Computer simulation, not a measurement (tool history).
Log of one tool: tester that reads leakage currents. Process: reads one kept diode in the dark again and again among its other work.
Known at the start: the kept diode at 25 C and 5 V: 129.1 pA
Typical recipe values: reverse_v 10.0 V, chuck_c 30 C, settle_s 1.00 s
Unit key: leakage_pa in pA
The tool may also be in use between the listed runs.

run 1 hour=0.0 | reverse_v=10.0 chuck_c=30 settle_s=1.00 | leakage_pa=267.28
-- hour=97.9 probe card cleaned and baked
run 2 hour=97.9 | reverse_v=10.0 chuck_c=30 settle_s=1.00 | leakage_pa=240.89
run 3 hour=150.9 | reverse_v=10.0 chuck_c=30 settle_s=1.00 | leakage_pa=241.59
run 4 hour=203.5 | reverse_v=10.0 chuck_c=30 settle_s=1.00 | leakage_pa=240.71
run 5 hour=268.7 | reverse_v=10.0 chuck_c=30 settle_s=3.32 | leakage_pa=238.03
run 6 hour=311.2 | reverse_v=10.0 chuck_c=30 settle_s=1.00 | leakage_pa=242.05
run 7 hour=364.1 | reverse_v=10.0 chuck_c=30 settle_s=1.00 | leakage_pa=241.78
-- hour=373.9 tester calibrated
run 8 hour=440.9 | reverse_v=10.0 chuck_c=30 settle_s=1.00 | leakage_pa=241.16
run 9 hour=528.1 | reverse_v=10.0 chuck_c=30 settle_s=1.68 | leakage_pa=239.06
run 10 hour=592.8 | reverse_v=10.0 chuck_c=30 settle_s=1.68 | leakage_pa=239.26
-- hour=665.7 tester calibrated, once more
run 11 hour=688.7 | reverse_v=1.8 chuck_c=43 settle_s=5.91 | leakage_pa=361.22

What if the next run were any one of these 3? Each begins from the tool's condition after run 11:
run A hour=760.8 | reverse_v=10.0 chuck_c=31 settle_s=3.78 | leakage_pa=?
run B hour=760.8 | reverse_v=5.0 chuck_c=30 settle_s=1.00 | leakage_pa=?
run C hour=760.8 | reverse_v=1.8 chuck_c=24 settle_s=3.02 | leakage_pa=?

run=A leakage_pa=255.96
run=B leakage_pa=191.42
run=C leakage_pa=84.88
Without the tool's unlogged condition, the same runs would have read:
run=A leakage_pa=259.35
run=B leakage_pa=195.09
run=C leakage_pa=86.84
